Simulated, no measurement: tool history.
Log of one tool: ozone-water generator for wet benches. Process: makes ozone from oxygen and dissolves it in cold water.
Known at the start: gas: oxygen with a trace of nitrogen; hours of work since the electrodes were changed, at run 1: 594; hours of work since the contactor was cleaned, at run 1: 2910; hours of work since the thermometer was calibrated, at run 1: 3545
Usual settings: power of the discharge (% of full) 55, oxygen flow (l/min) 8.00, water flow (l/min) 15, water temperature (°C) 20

run,hour,power of the discharge (% of full),oxygen flow (l/min),water flow (l/min),water temperature (°C),hours of work since the electrodes were changed,hours of work since the contactor was cleaned,hours of work since the thermometer was calibrated,dissolved ozone (ppm),ozone in the gas ahead of the water (g/m3)
1,0.0,55,8.00,15,20,594,2910,3545,29.3,192.4
2,18.7,55,8.00,15,20,608,2924,3559,29.6,191.7
3,43.5,55,8.00,15,20,627,2943,3578,29.6,190.7
4,61.4,55,8.00,15,20,641,2957,3591,29.7,192.0
5,89.9,55,8.00,15,20,662,2978,3613,29.6,193.2
6,107.1,55,8.00,15,20,675,2991,3625,29.7,193.4
7,126.6,55,8.00,15,20,690,3006,3640,29.8,190.4
8,153.2,55,8.00,15,20,710,3026,3660,29.6,195.8
9,173.6,55,8.00,15,20,725,3041,3676,29.3,193.4
10,194.3,82,8.00,15,20,741,3057,3691,37.7,244.4
11,211.8,57,8.00,15,20,754,3070,3704,30.0,198.8
12,240.8,57,8.00,15,20,776,3092,3726,30.2,200.7
13,265.7,57,8.00,15,20,795,3111,3745,30.4,199.7
14,290.0,57,8.00,15,20,813,3129,3763,30.1,200.2
15,318.2,57,8.00,15,20,834,3150,3785,30.0,200.9
16,332.7,57,8.00,15,20,845,3161,3796,30.5,201.9
17,346.2,55,8.00,15,25,855,3171,3806,26.8,195.9
# hour 366.8: gauge calibrated
18,370.9,76,8.00,12,20,874,3190,3824,40.6,232.5
19,383.6,70,8.00,15,19,884,3200,3834,34.8,220.9
20,396.4,55,6.38,16,13,893,3209,3844,34.1,222.5
21,421.3,55,10.85,23,17,912,3228,3862,21.3,156.6
22,439.4,60,5.17,19,15,926,3242,3876,30.8,273.0
23,464.7,60,5.17,19,15,945,3261,3895,30.8,270.0
24,478.2,44,8.00,14,15,955,3271,3905,30.2,170.5
25,504.3,44,8.00,14,15,975,3291,3925,30.1,169.4
26,533.1,44,8.00,14,15,996,3312,3947,29.7,169.8
27,558.1,44,6.49,24,15,1015,3331,3966,19.9,195.1
28,575.1,57,8.00,15,18,1028,3344,3978,31.8,199.5
29,601.5,67,4.46,12,13,1048,3364,3998,50.5,320.0
30,621.4,67,4.46,21,22,1063,3379,4013,27.7,321.7
31,636.7,67,4.46,21,22,1075,3390,4025,27.5,326.1
32,666.0,67,4.46,21,22,1097,3413,4047,27.4,321.8

Some steps in ozone in the gas ahead of the water (g/m3) between neighbouring runs. How much of each would the tool show without its hidden state too (settings, what came in, random variation), and how much is left for the hidden state, with any gauge scatter that isn't in both results?
The hidden state here: yield of the discharge, % of new electrodes'; contactor's efficiency, % of a clean one's; true water temperature over the reading, C; drift of the gauge itself on ozone_ppm, %; drift of the gauge itself on gas_g_m3, %.
Run 9 -> 10: power of the discharge (% of full) 55 -> 82. ozone in the gas ahead of the water (g/m3) +51.0: hidden state +0.9, all else +50.1.
Run 17 -> 18: power of the discharge (% of full) 55 -> 76, water flow (l/min) 15 -> 12, water temperature (°C) 25 -> 20, gauge calibrated. ozone in the gas ahead of the water (g/m3) +36.6: hidden state -5.0, all else +41.6.
Run 21 -> 22: power of the discharge (% of full) 55 -> 60, oxygen flow (l/min) 10.85 -> 5.17, water flow (l/min) 23 -> 19, water temperature (°C) 17 -> 15. ozone in the gas ahead of the water (g/m3) +116.4: hidden state +0.9, all else +115.5.
Run 23 -> 24: power of the discharge (% of full) 60 -> 44, oxygen flow (l/min) 5.17 -> 8.00, water flow (l/min) 19 -> 14. ozone in the gas ahead of the water (g/m3) -99.5: hidden state -0.5, all else -99.0.
Run 28 -> 29: power of the discharge (% of full) 57 -> 67, oxygen flow (l/min) 8.00 -> 4.46, water flow (l/min) 15 -> 12, water temperature (°C) 18 -> 13. ozone in the gas ahead of the water (g/m3) +120.5: hidden state +2.5, all else +118.0.

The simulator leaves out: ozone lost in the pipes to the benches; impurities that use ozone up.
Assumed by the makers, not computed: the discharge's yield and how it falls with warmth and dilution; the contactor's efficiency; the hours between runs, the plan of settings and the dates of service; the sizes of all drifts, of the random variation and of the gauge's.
